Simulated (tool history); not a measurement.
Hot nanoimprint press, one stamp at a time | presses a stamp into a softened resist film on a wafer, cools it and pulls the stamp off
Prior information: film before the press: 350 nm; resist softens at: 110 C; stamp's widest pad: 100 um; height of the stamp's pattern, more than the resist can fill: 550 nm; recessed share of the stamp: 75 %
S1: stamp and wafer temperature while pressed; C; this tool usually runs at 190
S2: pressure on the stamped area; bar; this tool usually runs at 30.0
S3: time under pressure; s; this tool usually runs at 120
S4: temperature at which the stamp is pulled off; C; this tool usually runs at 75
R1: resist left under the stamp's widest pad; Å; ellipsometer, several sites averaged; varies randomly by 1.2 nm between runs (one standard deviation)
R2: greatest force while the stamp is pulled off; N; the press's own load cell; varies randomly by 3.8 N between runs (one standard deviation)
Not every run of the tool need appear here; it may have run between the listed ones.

| run | hour | S1 | S2 | S3 | S4 | R1 | R2 |
|---|---|---|---|---|---|---|---|
| 1 | 0.0 | 190 | 30.0 | 120 | 75 | 1777 | 214 |
| 2 | 11.1 | 190 | 30.0 | 120 | 80 | 1763 | 206 |
| 3 | 20.8 | 190 | 30.0 | 120 | 80 | 1767 | 207 |
| 4 | 34.8 | 190 | 30.0 | 120 | 80 | 1768 | 207 |
| 5 | 48.9 | 190 | 30.0 | 80 | 75 | 2026 | 224 |
| 6 | 58.5 | 190 | 30.0 | 131 | 75 | 1714 | 222 |
| 7 | 75.4 | 190 | 30.0 | 131 | 75 | 1690 | 227 |
| 8 | 87.8 | 190 | 30.0 | 131 | 75 | 1683 | 230 |
| 9 | 103.7 | 190 | 30.0 | 120 | 75 | 1766 | 221 |
| 10 | 113.4 | 190 | 30.0 | 120 | 75 | 1752 | 224 |
| 11 | 125.3 | 190 | 30.0 | 120 | 75 | 1767 | 221 |
| 12 | 135.7 | 190 | 30.0 | 120 | 61 | 1767 | 265 |
| 13 | 146.2 | 190 | 30.0 | 120 | 61 | 1761 | 261 |
| 14 | 163.8 | 190 | 30.0 | 120 | 61 | 1775 | 267 |
| 15 | 178.4 | 190 | 27.3 | 120 | 75 | 1835 | 226 |
| 16 | 186.3 | 202 | 30.3 | 120 | 75 | 1304 | 224 |
| 17 | 198.7 | 192 | 30.2 | 122 | 81 | 1672 | 217 |
| 18 | 212.0 | 192 | 30.2 | 122 | 81 | 1689 | 208 |
| 19 | 220.4 | 192 | 46.4 | 122 | 81 | 1384 | 214 |
| 20 | 231.3 | 185 | 19.1 | 120 | 75 | 2358 | 227 |
| 21 | 247.1 | 185 | 19.1 | 120 | 75 | 2339 | 239 |
| 22 | 260.5 | 183 | 30.0 | 118 | 60 | 2142 | 273 |
| 23 | 270.3 | 190 | 33.6 | 183 | 75 | 1442 | 227 |
| 24 | 284.0 | 190 | 33.6 | 183 | 75 | 1441 | 234 |
| 25 | 302.9 | 190 | 33.6 | 183 | 75 | 1448 | 225 |
| 26 | 312.5 | 190 | 46.2 | 118 | 67 | 1502 | 253 |
| 27 | 325.8 | 201 | 32.0 | 184 | 75 | 1091 | 237 |
|  | 340.8 | stamp cleaned and given a new release coat |
| 28 | 340.8 | 191 | 44.5 | 134 | 66 | 1427 | 199 |
| 29 | 352.7 | 179 | 42.1 | 172 | 70 | 1872 | 198 |
| 30 | 366.8 | 179 | 42.1 | 172 | 70 | 1839 | 200 |

Predict each of these 3 candidate next runs independently; none follows another, all start after run 30:
| A | 379.8 | 192 | 21.1 | 137 | 70 | ? | ? |
| B | 379.8 | 190 | 30.0 | 120 | 70 | ? | ? |
| C | 379.8 | 196 | 42.1 | 172 | 70 | ? | ? |

| run | R1 | R2 |
|---|---|---|
| A | 1862 | 204 |
| B | 1777 | 206 |
| C | 1140 | 199 |
The same runs, with their run-to-run variation unchanged, on a tool lacking any hidden condition would have given:
| run | R1 | R2 |
|---|---|---|
| A | 1814 | 200 |
| B | 1725 | 202 |
| C | 1097 | 194 |
